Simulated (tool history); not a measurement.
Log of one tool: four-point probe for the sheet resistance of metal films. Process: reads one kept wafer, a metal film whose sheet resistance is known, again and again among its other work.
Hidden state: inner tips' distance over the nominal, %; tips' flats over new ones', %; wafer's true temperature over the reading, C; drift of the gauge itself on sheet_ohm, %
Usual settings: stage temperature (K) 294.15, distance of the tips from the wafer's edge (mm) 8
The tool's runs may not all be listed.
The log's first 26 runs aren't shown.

run   hour  stage temperature (K)  distance of the tips from the wafer's edge (mm)  touches since the probe head was changed  hours of work since the stage's thermometer was calibrated  sheet resistance as the instrument gives it (ohm/square)
 27  288.3                 292.15                                               29                                      9894                                                         710                                                  6.354186
 28  304.9                 294.15                                               21                                     10510                                                         723                                                  6.358056
 29  315.1                 294.15                                               21                                     10887                                                         730                                                  6.358629
 30  331.1                 293.15                                               58                                     11481                                                         742                                                  6.356366
 31  341.5                 306.15                                                7                                     11868                                                         749                                                  6.371870
 32  352.3                 307.15                                                7                                     12267                                                         757                                                  6.374341
 33  360.0                 293.15                                               26                                     12555                                                         763                                                  6.359390
 34  369.9                 293.15                                               26                                     12922                                                         770                                                  6.361942
 35  380.8                 294.15                                               16                                     13325                                                         778                                                  6.364357
 36  393.2                 307.15                                                8                                     13787                                                         787                                                  6.371108
 37  407.4                 307.15                                                8                                     14311                                                         798                                                  6.369971
 38  416.2                 294.15                                               24                                     14639                                                         804                                                  6.362771
 39  431.2                 308.15                                               24                                     15195                                                         815                                                  6.357879
 40  444.8                 293.15                                               11                                     15702                                                         825                                                  6.370344
 41  455.2                 293.15                                               11                                     16088                                                         833                                                  6.370556
 42  471.5                 291.15                                                7                                     16693                                                         845                                                  6.381647
 43  481.6                 291.15                                                7                                     17066                                                         852                                                  6.382371
 44  490.6                 291.15                                                7                                     17399                                                         859                                                  6.384557

Forecast each of these 4 alternatives for the next run:
  A  504.7                 295.15                                               49                                     17925                                                         869                                                         ?
  B  504.7                 307.15                                                5                                     17925                                                         869                                                         ?
  C  504.7                 294.15                                                7                                     17925                                                         869                                                         ?
  D  504.7                 292.15                                                8                                     17925                                                         869                                                         ?

run  sheet resistance as the instrument gives it (ohm/square)
  A                                                  6.364825
  B                                                  6.396053
  C                                                  6.382305
  D                                                  6.378796
Without the tool's hidden state the same runs would have given:
run  sheet resistance as the instrument gives it (ohm/square)
  A                                                  6.354239
  B                                                  6.385272
  C                                                  6.371706
  D                                                  6.368227
